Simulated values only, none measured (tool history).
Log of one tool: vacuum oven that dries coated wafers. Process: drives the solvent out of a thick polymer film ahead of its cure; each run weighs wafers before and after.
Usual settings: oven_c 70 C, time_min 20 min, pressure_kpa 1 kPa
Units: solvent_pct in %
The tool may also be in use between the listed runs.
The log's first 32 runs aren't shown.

run	hour	oven_c	time_min	pressure_kpa	hours of work since the thermocouples were calibrated	hours of work since the vacuum gauge was cleaned of residue	solvent_pct
33	1169.2	75	12	1	443	484	1.57
34	1217.9	79	16	1	480	521	0.43
35	1256.4	69	22	1	509	550	1.35
36	1289.1	69	22	1	534	575	1.34
37	1335.4	75	22	2.17	569	610	0.88
38	1363.2	60	14	1.38	590	631	7.63
39	1390.7	63	15	1.38	611	652	5.49
40	1423.7	63	15	1.38	636	677	5.52
41	1449.3	63	15	1.38	655	697	5.52
42	1486	63	15	0.99	683	725	5.35
43	1508.8	74	15	0.92	700	742	1.11
44	1550.8	70	20	3.51	732	774	2.18
45	1572.9	56	29	0.54	749	791	4.9
46	1609.9	70	36	1.27	777	819	0.72
47	1651.9	70	15	1.27	809	850	2.28

Forecast each of these 3 alternatives for the next run:
A	1683.1	70	14	1	833	874	?
B	1683.1	70	18	1.27	833	874	?
C	1683.1	74	22	1	833	874	?

run	solvent_pct
A	2.43
B	1.61
C	0.59
Without the tool's hidden state the same runs would have given:
run	solvent_pct
A	2.61
B	1.7
C	0.53

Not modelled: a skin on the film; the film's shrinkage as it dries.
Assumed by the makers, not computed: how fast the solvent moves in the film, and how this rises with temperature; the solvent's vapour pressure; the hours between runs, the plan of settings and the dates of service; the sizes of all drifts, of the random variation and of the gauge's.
